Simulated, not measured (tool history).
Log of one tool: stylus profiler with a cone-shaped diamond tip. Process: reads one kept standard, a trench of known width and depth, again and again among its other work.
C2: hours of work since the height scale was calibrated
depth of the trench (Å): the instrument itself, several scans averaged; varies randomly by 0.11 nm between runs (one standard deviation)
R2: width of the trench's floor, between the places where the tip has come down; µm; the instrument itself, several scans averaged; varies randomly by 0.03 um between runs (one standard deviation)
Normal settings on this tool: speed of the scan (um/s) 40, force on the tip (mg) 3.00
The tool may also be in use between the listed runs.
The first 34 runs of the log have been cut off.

Run 35, day 48.879: usual settings but speed of the scan (um/s) 28, force on the tip (mg) 4.73; scans with this tip 13845; C2 1771. Result: depth of the trench (Å) 2025.5, R2 17.97 µm.
Run 36, day 50.017: usual settings but speed of the scan (um/s) 16, force on the tip (mg) 1.22; scans with this tip 13989; C2 1790. Result: depth of the trench (Å) 2009.5, R2 18.00 µm.
Run 37, day 51.062: usual settings but speed of the scan (um/s) 97, force on the tip (mg) 3.66; scans with this tip 14121; C2 1806. Result: depth of the trench (Å) 2021.5, R2 17.73 µm.
Run 38, day 52.075: usual settings but speed of the scan (um/s) 23, force on the tip (mg) 4.08; scans with this tip 14250; C2 1823. Result: depth of the trench (Å) 2024.1, R2 17.99 µm.
Run 39, day 53.046: usual settings but speed of the scan (um/s) 54, force on the tip (mg) 3.50; scans with this tip 14372; C2 1839. Result: depth of the trench (Å) 2021.9, R2 17.85 µm.
Run 40, day 54.046: usual settings but speed of the scan (um/s) 22, force on the tip (mg) 3.50; scans with this tip 14499; C2 1855. Result: depth of the trench (Å) 2022.8, R2 17.98 µm.
Run 41, day 54.988: usual settings but speed of the scan (um/s) 14, force on the tip (mg) 1.00; scans with this tip 14618; C2 1870. Result: depth of the trench (Å) 2011.7, R2 17.91 µm.
Run 42, day 56.208: usual settings but speed of the scan (um/s) 48, force on the tip (mg) 1.39; scans with this tip 14772; C2 1890. Result: depth of the trench (Å) 2012.6, R2 17.85 µm.
Run 43, day 57.817: usual settings but speed of the scan (um/s) 142, force on the tip (mg) 2.84; scans with this tip 14976; C2 1916. Result: depth of the trench (Å) 2018.3, R2 17.57 µm.
Run 44, day 58.804: usual settings but speed of the scan (um/s) 76, force on the tip (mg) 1.41; scans with this tip 15101; C2 1932. Result: depth of the trench (Å) 2009.9, R2 17.72 µm.
At day 59.633: height scale calibrated on a step standard.
Run 45, day 60.658: usual settings but speed of the scan (um/s) 76, force on the tip (mg) 1.41; scans with this tip 15332; C2 17. Result: depth of the trench (Å) 2011.9, R2 17.63 µm.

3 ways to go on from here, each from the tool as it stands after run 45. What would each give?
Run A, day 62.529: usual settings but speed of the scan (um/s) 11, force on the tip (mg) 1.00; scans with this tip 15569; C2 47. Result: depth of the trench (Å) ?, R2 ?.
Run B, day 62.529: usual settings but speed of the scan (um/s) 26, force on the tip (mg) 7.64; scans with this tip 15569; C2 47. Result: depth of the trench (Å) ?, R2 ?.
Run C, day 62.529: usual settings but speed of the scan (um/s) 94, force on the tip (mg) 4.99; scans with this tip 15569; C2 47. Result: depth of the trench (Å) ?, R2 ?.

run  depth of the trench (Å)     R2
  A                   2009.2  17.96
  B                   2037.6  17.98
  C                   2026.3  17.82
The same runs, with their run-to-run variation unchanged, on a tool lacking any hidden condition would have given:
run  depth of the trench (Å)     R2
  A                   2009.2  17.97
  B                   2037.6  18.00
  C                   2026.3  17.84
